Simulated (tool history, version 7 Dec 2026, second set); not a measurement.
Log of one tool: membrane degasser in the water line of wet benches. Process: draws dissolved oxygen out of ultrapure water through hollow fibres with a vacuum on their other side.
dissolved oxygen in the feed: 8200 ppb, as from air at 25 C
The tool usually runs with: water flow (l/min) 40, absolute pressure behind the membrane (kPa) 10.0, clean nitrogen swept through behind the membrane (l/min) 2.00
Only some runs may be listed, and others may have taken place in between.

run,hour,water flow (l/min),absolute pressure behind the membrane (kPa),clean nitrogen swept through behind the membrane (l/min),dissolved oxygen in the water behind the degasser (ppb),pressure that the water loses in the fibres (kPa)
1,0.0,40,10.0,2.00,371.8,29.02
2,89.4,45,10.0,2.00,426.8,32.08
3,174.2,45,10.0,2.00,431.9,32.22
4,305.4,40,6.8,2.00,235.2,28.84
5,382.7,40,8.7,2.00,317.9,28.60
6,441.2,40,8.7,2.00,313.5,28.78
7,505.6,30,10.0,1.51,324.0,21.39
8,600.3,27,10.0,1.51,295.6,19.38
# hour 673.3: vacuum gauge calibrated
9,730.0,31,15.2,1.53,550.0,22.19
10,842.1,32,7.4,2.49,169.3,22.79
11,983.8,32,7.4,2.49,169.7,22.80
12,1082.4,32,7.4,2.49,170.9,22.79

Consider 5 possible next runs. They are alternatives, not a sequence: every one starts from the tool as it was left by run 12. What does each give?
A,1176.9,40,15.3,2.00,?,?
B,1176.9,28,10.0,2.74,?,?
C,1176.9,32,7.4,0.81,?,?
D,1176.9,40,8.6,1.12,?,?
E,1176.9,51,18.6,4.61,?,?

run,dissolved oxygen in the water behind the degasser (ppb),pressure that the water loses in the fibres (kPa)
A,579.6,28.54
B,191.7,19.75
C,369.4,22.87
D,458.8,28.33
E,507.0,36.29
With the hidden condition removed and each run's random variation left untouched, the same runs would have given:
run,dissolved oxygen in the water behind the degasser (ppb),pressure that the water loses in the fibres (kPa)
A,579.4,28.75
B,191.7,19.89
C,369.2,23.03
D,458.6,28.53
E,506.8,36.55
